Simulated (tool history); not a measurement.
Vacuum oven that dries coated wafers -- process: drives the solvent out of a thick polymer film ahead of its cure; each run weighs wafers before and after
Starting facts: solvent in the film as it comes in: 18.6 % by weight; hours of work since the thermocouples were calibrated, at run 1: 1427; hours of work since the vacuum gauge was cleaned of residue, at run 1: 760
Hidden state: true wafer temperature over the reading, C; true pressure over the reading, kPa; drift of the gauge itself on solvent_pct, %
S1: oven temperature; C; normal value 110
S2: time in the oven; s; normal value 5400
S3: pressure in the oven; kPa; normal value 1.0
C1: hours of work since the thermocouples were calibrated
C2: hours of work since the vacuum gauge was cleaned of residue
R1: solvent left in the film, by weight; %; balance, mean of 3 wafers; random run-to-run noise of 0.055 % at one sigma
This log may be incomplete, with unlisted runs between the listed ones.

run   hour   S1    S2   S3    C1   C2    R1
  1    0.0  110  5400  1.0  1427  760  3.85
  2   43.2  110  5400  1.0  1453  786  3.93
  3  101.9  110  5400  1.0  1488  821  3.91
  4  134.9  110  5400  1.0  1508  841  3.87
  5  171.6  110  5400  1.0  1531  864  3.85
  6  223.9  110  6540  1.0  1562  895  3.13

Run 7, settings as shown, results not yet in. Your forecast:
  7  274.6  110  5400  0.8  1593  926   ?

Logged for run 7: R1 3.82 %.
Without the tool's hidden state the same run would have given R1 3.24 %.

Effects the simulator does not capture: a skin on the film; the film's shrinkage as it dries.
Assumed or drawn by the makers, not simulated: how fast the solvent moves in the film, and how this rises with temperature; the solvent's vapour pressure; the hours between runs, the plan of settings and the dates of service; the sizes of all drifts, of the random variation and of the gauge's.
